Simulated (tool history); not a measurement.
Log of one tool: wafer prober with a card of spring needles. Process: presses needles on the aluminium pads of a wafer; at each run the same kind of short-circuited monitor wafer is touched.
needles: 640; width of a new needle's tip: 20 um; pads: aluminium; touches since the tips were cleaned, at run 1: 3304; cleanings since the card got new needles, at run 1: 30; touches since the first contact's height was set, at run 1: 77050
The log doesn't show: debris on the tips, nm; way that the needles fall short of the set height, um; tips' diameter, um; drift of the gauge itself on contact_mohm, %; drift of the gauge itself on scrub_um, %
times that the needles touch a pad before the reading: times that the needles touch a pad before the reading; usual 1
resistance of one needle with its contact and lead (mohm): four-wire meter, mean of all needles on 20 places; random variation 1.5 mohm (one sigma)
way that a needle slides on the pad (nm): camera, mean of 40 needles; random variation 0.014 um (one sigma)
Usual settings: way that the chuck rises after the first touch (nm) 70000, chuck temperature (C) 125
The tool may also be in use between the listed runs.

run	hour	way that the chuck rises after the first touch (nm)	chuck temperature (C)	times that the needles touch a pad before the reading	touches since the tips were cleaned	cleanings since the card got new needles	touches since the first contact's height was set	resistance of one needle with its contact and lead (mohm)	way that a needle slides on the pad (nm)
1	0	70000	125	1	3304	30	77050	188	11090
# hour 9.1: tips cleaned on abrasive film
2	33.2	70000	125	1	4839	31	83704	200	11090
# hour 37: tips cleaned on abrasive film
# hour 62.6: tips cleaned on abrasive film
3	67.3	70000	125	1	926	33	90502	175	11030
# hour 82: height of the first contact set anew
# hour 90.6: tips cleaned on abrasive film
4	103.1	81000	125	1	2498	34	4206	173	13110
# hour 119.4: tips cleaned on abrasive film
5	131.4	70000	125	1	2419	35	9881	186	11310
# hour 146.4: tips cleaned on abrasive film
6	167	70000	125	1	4146	36	17017	197	11280
# hour 172.5: tips cleaned on abrasive film
7	184.2	70000	125	1	2344	37	20447	180	11260
# hour 198.9: tips cleaned on abrasive film
8	210.8	68000	125	1	2383	38	25763	185	10900
# hour 225.2: tips cleaned on abrasive film
9	245.6	68000	125	1	4108	39	32752	201	10890
# hour 250.6: tips cleaned on abrasive film
10	275	68000	125	1	4906	40	38638	207	10880
# hour 277.8: tips cleaned on abrasive film
11	297.2	58000	125	1	3893	41	43067	227	9240
# hour 306.8: tips cleaned on abrasive film
12	318.6	58000	125	1	2378	42	47350	209	9210
# hour 335.2: tips cleaned on abrasive film
13	343.2	70000	111	1	1593	43	52264	173	11150
# hour 362.2: tips cleaned on abrasive film
14	377.5	70000	111	1	3060	44	59137	188	11130
# hour 387.7: tips cleaned on abrasive film
# hour 413.7: tips cleaned on abrasive film
15	413.7	70000	125	1	0	46	66369	153	11110
# hour 440: tips cleaned on abrasive film
16	446.9	70000	125	2	1386	47	73018	165	11080

The next listed run, before its measurement:
# hour 466: tips cleaned on abrasive film
17	469	71000	67	1	596	48	77449	?	?

Run 17 gave resistance of one needle with its contact and lead (mohm) 153, way that a needle slides on the pad (nm) 11210.
Without the tool's hidden state the same run would have given resistance of one needle with its contact and lead (mohm) 134, way that a needle slides on the pad (nm) 11490.
